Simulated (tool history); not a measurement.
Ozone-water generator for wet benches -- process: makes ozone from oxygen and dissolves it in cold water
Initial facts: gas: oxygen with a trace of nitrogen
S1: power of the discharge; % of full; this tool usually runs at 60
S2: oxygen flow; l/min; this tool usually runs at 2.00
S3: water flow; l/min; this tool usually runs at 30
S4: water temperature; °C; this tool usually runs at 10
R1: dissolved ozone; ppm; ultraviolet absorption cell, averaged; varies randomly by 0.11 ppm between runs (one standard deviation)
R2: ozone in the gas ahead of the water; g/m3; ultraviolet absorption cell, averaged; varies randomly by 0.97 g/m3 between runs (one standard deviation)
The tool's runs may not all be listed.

run,hour,S1,S2,S3,S4,R1,R2
1,0.0,60,2.00,30,10,7.7,159.0
2,129.5,60,2.00,30,7,7.6,160.8
# hour 207.7: water thermometer calibrated
3,246.5,49,2.00,30,10,6.6,134.7
4,312.7,49,2.00,30,10,6.6,135.2
5,427.6,60,3.37,30,10,9.4,126.6
6,568.0,42,3.37,30,10,7.0,96.5
7,633.5,42,3.37,30,10,7.1,96.7
8,740.1,42,3.37,30,10,7.1,96.3
9,839.0,42,3.37,30,10,7.2,96.7
10,944.5,42,3.37,30,10,7.0,96.5
11,1076.1,60,2.00,30,10,7.5,155.1
12,1182.5,60,2.00,30,10,7.2,154.7
13,1321.6,60,2.00,30,10,7.3,153.9
# hour 1356.3: contactor cleaned
14,1397.2,60,2.00,30,15,7.2,154.1
15,1470.5,60,2.00,30,6,7.7,154.2
16,1582.2,60,2.00,27,10,8.2,154.9
17,1709.3,60,2.00,28,10,8.0,154.1
18,1848.2,60,2.00,28,10,7.9,153.6
19,1957.2,42,1.54,30,7,5.0,128.3
20,2084.5,71,1.54,30,6,7.4,189.8
21,2147.6,87,1.73,30,10,9.1,209.6
22,2246.5,60,2.00,29,5,7.6,149.1
23,2317.3,60,2.00,29,5,7.7,149.1
24,2454.8,60,1.79,25,8,8.4,156.3
25,2591.6,60,1.79,25,8,8.5,156.3
26,2712.8,91,1.19,26,12,8.8,248.5
27,2783.6,60,1.20,30,7,5.6,183.4
28,2851.0,60,1.88,30,10,7.0,152.4

Run 29 comes next. What will it give?
29,2932.1,63,2.98,38,10,?,?

{"run 29": {"R1": 6.8, "R2": 130.4}}
With the hidden condition absent and the run-to-run variation left alone, this run would have shown R1 7.8 ppm, R2 148.5 g/m3.
